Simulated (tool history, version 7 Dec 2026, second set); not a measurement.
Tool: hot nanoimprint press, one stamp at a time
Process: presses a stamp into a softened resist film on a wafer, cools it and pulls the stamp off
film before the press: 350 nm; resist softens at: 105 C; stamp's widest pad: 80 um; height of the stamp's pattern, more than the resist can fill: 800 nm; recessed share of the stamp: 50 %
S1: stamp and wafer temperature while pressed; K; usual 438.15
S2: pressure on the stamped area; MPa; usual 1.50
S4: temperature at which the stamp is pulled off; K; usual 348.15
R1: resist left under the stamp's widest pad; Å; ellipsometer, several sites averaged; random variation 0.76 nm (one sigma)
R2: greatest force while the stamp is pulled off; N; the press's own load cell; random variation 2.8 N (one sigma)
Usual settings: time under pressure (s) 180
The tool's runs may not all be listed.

run 1 hour=0.0 | S1=438.15 S2=1.50 time_under_pressure_(s)=180 S4=348.15 | R1=2014 R2=146
run 2 hour=18.9 | S1=438.15 S2=1.50 time_under_pressure_(s)=180 S4=348.15 | R1=2009 R2=147
run 3 hour=35.0 | S1=438.15 S2=1.50 time_under_pressure_(s)=180 S4=348.15 | R1=2017 R2=148
run 4 hour=48.9 | S1=438.15 S2=1.50 time_under_pressure_(s)=180 S4=348.15 | R1=2009 R2=156
run 5 hour=59.4 | S1=438.15 S2=1.50 time_under_pressure_(s)=180 S4=348.15 | R1=2029 R2=155
run 6 hour=77.1 | S1=438.15 S2=1.50 time_under_pressure_(s)=180 S4=348.15 | R1=2001 R2=161
run 7 hour=91.6 | S1=438.15 S2=1.48 time_under_pressure_(s)=180 S4=348.15 | R1=2023 R2=160
run 8 hour=112.1 | S1=438.15 S2=1.48 time_under_pressure_(s)=180 S4=348.15 | R1=2008 R2=157
run 9 hour=127.8 | S1=437.15 S2=1.89 time_under_pressure_(s)=219 S4=341.15 | R1=1828 R2=191
-- hour=147.0 press's hydraulic seals changed and the load cell set to zero
run 10 hour=147.0 | S1=438.15 S2=2.08 time_under_pressure_(s)=159 S4=342.15 | R1=1826 R2=188
-- hour=151.4 plate thermocouple calibrated
run 11 hour=158.8 | S1=447.15 S2=1.24 time_under_pressure_(s)=202 S4=349.15 | R1=1226 R2=160
run 12 hour=179.7 | S1=447.15 S2=1.24 time_under_pressure_(s)=202 S4=349.15 | R1=1220 R2=156

Forecast run 13:
run 13 hour=197.0 | S1=438.15 S2=1.42 time_under_pressure_(s)=134 S4=348.15 | R1=? R2=?

R1: 2269 Å
R2: 169 N
Without the tool's hidden state the same run would have given R1 2244 Å, R2 132 N.
